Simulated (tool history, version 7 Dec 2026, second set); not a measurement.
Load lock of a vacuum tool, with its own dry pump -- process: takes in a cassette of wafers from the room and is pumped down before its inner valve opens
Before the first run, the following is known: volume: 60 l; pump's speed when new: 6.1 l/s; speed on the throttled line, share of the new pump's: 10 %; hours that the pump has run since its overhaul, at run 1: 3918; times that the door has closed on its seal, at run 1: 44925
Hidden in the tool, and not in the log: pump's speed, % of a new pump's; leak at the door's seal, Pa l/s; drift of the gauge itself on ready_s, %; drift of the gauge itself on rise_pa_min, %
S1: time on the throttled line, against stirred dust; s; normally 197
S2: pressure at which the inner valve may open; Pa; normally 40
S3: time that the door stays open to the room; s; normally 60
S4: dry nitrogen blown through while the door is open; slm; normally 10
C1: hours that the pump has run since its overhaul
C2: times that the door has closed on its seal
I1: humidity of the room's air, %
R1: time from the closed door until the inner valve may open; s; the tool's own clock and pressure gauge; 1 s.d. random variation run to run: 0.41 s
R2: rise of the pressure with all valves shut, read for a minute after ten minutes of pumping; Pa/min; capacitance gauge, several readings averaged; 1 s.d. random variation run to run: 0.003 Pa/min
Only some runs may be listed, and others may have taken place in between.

{"run": 1, "day": 0.0, "S1": 197, "S2": 40, "S3": 60, "S4": 10, "C1": 3918, "C2": 44925, "I1": 44.6, "R1": 256.7, "R2": 0.622}
{"day": 7.117, "done": "door's seal changed, seat wiped"}
{"run": 2, "day": 11.167, "S1": 197, "S2": 40, "S3": 60, "S4": 10, "C1": 4184, "C2": 448, "I1": 40.5, "R1": 256.2, "R2": 0.037}
{"run": 3, "day": 22.996, "S1": 197, "S2": 40, "S3": 56, "S4": 10, "C1": 4468, "C2": 1757, "I1": 45.0, "R1": 256.7, "R2": 0.051}
{"run": 4, "day": 29.267, "S1": 197, "S2": 40, "S3": 233, "S4": 10, "C1": 4619, "C2": 2450, "I1": 44.3, "R1": 257.2, "R2": 0.065}
{"run": 5, "day": 38.946, "S1": 197, "S2": 40, "S3": 233, "S4": 10, "C1": 4851, "C2": 3521, "I1": 47.4, "R1": 257.8, "R2": 0.07}
{"run": 6, "day": 50.288, "S1": 197, "S2": 40, "S3": 233, "S4": 10, "C1": 5123, "C2": 4775, "I1": 47.4, "R1": 256.3, "R2": 0.085}
{"run": 7, "day": 62.379, "S1": 197, "S2": 41, "S3": 60, "S4": 10, "C1": 5414, "C2": 6113, "I1": 47.7, "R1": 256.9, "R2": 0.071}
{"run": 8, "day": 69.238, "S1": 197, "S2": 40, "S3": 60, "S4": 10, "C1": 5578, "C2": 6871, "I1": 48.9, "R1": 257.3, "R2": 0.074}
{"run": 9, "day": 76.192, "S1": 197, "S2": 40, "S3": 60, "S4": 10, "C1": 5745, "C2": 7641, "I1": 45.0, "R1": 257.7, "R2": 0.077}
{"run": 10, "day": 89.679, "S1": 198, "S2": 42, "S3": 60, "S4": 20, "C1": 6069, "C2": 9133, "I1": 45.9, "R1": 257.1, "R2": 0.081}
{"run": 11, "day": 99.088, "S1": 198, "S2": 42, "S3": 60, "S4": 20, "C1": 6295, "C2": 10173, "I1": 43.9, "R1": 257.8, "R2": 0.09}
{"run": 12, "day": 112.171, "S1": 198, "S2": 42, "S3": 60, "S4": 20, "C1": 6609, "C2": 11620, "I1": 46.0, "R1": 257.7, "R2": 0.105}
{"run": 13, "day": 120.733, "S1": 202, "S2": 40, "S3": 60, "S4": 20, "C1": 6814, "C2": 12567, "I1": 49.2, "R1": 262.6, "R2": 0.119}

What does the tool deliver on the next run?
{"run": 14, "day": 134.325, "S1": 202, "S2": 30, "S3": 60, "S4": 20, "C1": 7140, "C2": 14071, "I1": 46.7, "R1": "?", "R2": "?"}

R1: 265.3 s
R2: 0.130 Pa/min
If the tool had no hidden condition, the same run with the same run-to-run variation would have returned R1 261.4 s, R2 0.032 Pa/min.
